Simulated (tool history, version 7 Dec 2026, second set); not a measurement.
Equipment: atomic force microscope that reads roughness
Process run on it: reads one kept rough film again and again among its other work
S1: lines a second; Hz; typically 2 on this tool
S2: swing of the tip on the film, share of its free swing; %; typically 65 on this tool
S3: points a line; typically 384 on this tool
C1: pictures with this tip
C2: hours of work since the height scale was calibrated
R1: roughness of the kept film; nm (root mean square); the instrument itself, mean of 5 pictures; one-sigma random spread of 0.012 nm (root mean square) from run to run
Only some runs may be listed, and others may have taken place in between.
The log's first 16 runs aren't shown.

run	hour	S1	S2	S3	C1	C2	R1
# hour 702.1: new tip fitted
17	745.6	2	65	384	99	163	2.568
18	800.3	2	65	384	225	201	2.33
# hour 816: height scale calibrated on a step standard, once more
19	853.9	2.56	65	923	345	26	1.995
# hour 881.2: new tip fitted
20	901.1	1.6	65	567	46	59	2.706
21	930.5	1.19	77	891	113	79	2.495
22	981.8	2	70	384	231	115	2.211
23	1044.7	0.64	70	624	375	159	2.108
# hour 1054.9: new tip fitted
24	1102.2	0.64	70	624	109	198	2.662
25	1151.5	0.64	70	624	221	233	2.39
26	1203.7	0.64	70	624	341	269	2.158
# hour 1232: new tip fitted
27	1275.1	0.64	70	624	99	318	2.688
28	1345.7	1.47	60	624	261	367	2.296
29	1395.8	1.66	88	278	376	402	1.71
# hour 1405.7: new tip fitted
30	1434.6	1.75	65	428	66	429	2.703
31	1500.6	1.82	70	428	218	475	2.273
32	1536.8	2.09	67	428	301	500	2.118
# hour 1582.5: new tip fitted
33	1589.1	2.09	67	428	16	536	2.775

Predict each of these 5 candidate next runs independently; none follows another, all start after run 33:
A	1629.6	1.26	67	428	108	564	?
B	1629.6	1.87	84	719	108	564	?
C	1629.6	3.59	80	388	108	564	?
D	1629.6	1.03	77	843	108	564	?
E	1629.6	1.74	65	360	108	564	?

run	R1
A	2.579
B	2.281
C	2.031
D	2.563
E	2.547
Without the tool's hidden state the same runs would have given:
run	R1
A	2.878
B	2.545
C	2.265
D	2.858
E	2.842
